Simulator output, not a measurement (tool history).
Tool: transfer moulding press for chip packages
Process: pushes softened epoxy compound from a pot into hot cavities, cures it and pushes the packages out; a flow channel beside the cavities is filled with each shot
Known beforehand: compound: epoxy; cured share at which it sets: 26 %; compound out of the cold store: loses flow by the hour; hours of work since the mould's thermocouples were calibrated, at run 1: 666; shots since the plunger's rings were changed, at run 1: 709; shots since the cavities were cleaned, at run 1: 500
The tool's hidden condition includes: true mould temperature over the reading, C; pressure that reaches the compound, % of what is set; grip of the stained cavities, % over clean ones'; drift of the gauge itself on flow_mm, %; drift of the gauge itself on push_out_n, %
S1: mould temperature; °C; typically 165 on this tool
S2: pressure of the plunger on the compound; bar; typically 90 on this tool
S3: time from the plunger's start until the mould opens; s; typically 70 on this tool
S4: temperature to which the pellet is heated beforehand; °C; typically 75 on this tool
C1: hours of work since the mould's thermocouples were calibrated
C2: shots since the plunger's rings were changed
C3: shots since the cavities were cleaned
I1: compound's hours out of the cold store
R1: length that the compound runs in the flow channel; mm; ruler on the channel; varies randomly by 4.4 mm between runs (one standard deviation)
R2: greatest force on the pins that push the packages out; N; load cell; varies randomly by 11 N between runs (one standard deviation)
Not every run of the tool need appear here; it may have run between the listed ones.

run	hour	S1	S2	S3	S4	C1	C2	C3	I1	R1	R2
1	0	165	90	70	75	666	709	500	24.6	826	487
# hour 24.2: cavities cleaned with cleaning compound and waxed
# hour 28.2: mould's thermocouples calibrated
2	28.2	170	90	70	75	0	1109	33	11.1	873	430
3	66.2	170	90	70	75	29	1724	648	33	778	451
# hour 80.6: cavities cleaned with cleaning compound and waxed
4	90.3	165	90	70	75	46	2090	157	41.6	758	494
5	128.9	165	90	70	75	76	2714	781	47.9	733	494
# hour 136.6: cavities cleaned with cleaning compound and waxed
6	167.2	168	90	70	75	104	3310	496	47	731	460
# hour 191.2: cavities cleaned with cleaning compound and waxed
7	203.4	168	90	70	75	131	3873	199	18.4	843	439
8	234.2	168	90	70	75	154	4370	696	10.8	885	474
# hour 246.6: cavities cleaned with cleaning compound and waxed
9	283.2	168	90	70	75	190	5139	593	30.8	798	463
# hour 301.5: cavities cleaned with cleaning compound and waxed
10	326.6	168	90	70	67	223	5817	405	28.7	800	452
# hour 357.1: cavities cleaned with cleaning compound and waxed
11	370.4	168	90	70	67	255	6502	215	28.6	794	463
# hour 401.3: plunger's sealing rings changed
# hour 414.1: cavities cleaned with cleaning compound and waxed
12	420.4	168	90	70	67	290	285	101	37.6	767	446
13	454.6	165	90	106	75	316	838	654	23.6	837	439
# hour 467.2: cavities cleaned with cleaning compound and waxed
14	500.6	170	81.1	68	78	350	1558	540	14.2	810	450
# hour 522.1: cavities cleaned with cleaning compound and waxed
15	523	170	81.1	85	78	366	1897	14	8.2	846	432
16	568.6	162	99	77	83	401	2635	752	42.8	802	510
# hour 577.8: cavities cleaned with cleaning compound and waxed
17	608.2	162	99	77	83	430	3252	492	22.4	899	478
# hour 631.6: cavities cleaned with cleaning compound and waxed
18	654.9	162	99	101	79	465	3984	377	28.1	869	440
# hour 686.9: cavities cleaned with cleaning compound and waxed
19	686.9	162	99	101	79	488	4478	0	14.8	933	444
20	730.4	165	90.8	53	75	522	5182	704	28.5	817	815
# hour 742.2: cavities cleaned with cleaning compound and waxed
21	782.1	158	93.8	52	82	560	5994	646	38.4	810	1310
# hour 798.3: cavities cleaned with cleaning compound and waxed
22	805.5	158	93.8	52	82	577	6349	117	12.6	936	1461
23	835.5	158	93.8	52	82	600	6834	602	25.1	884	1394

Consider 3 possible next runs. They are alternatives, not a sequence: every one starts from the tool as it was left by run 23. What does each give?
# hour 847.2: plunger's sealing rings changed
# hour 856.9: cavities cleaned with cleaning compound and waxed
A	887.4	161	79.3	52	73	636	628	493	17.2	?	?
# hour 847.2: plunger's sealing rings changed
# hour 856.9: cavities cleaned with cleaning compound and waxed
B	887.4	168	93.8	52	82	636	628	493	23.7	?	?
# hour 847.2: plunger's sealing rings changed
# hour 856.9: cavities cleaned with cleaning compound and waxed
C	887.4	165	75	72	82	636	628	493	35.8	?	?

run	R1	R2
A	828	1173
B	840	653
C	714	466
With no hidden state in the tool, these same runs would have given:
run	R1	R2
A	828	1158
B	840	644
C	714	461
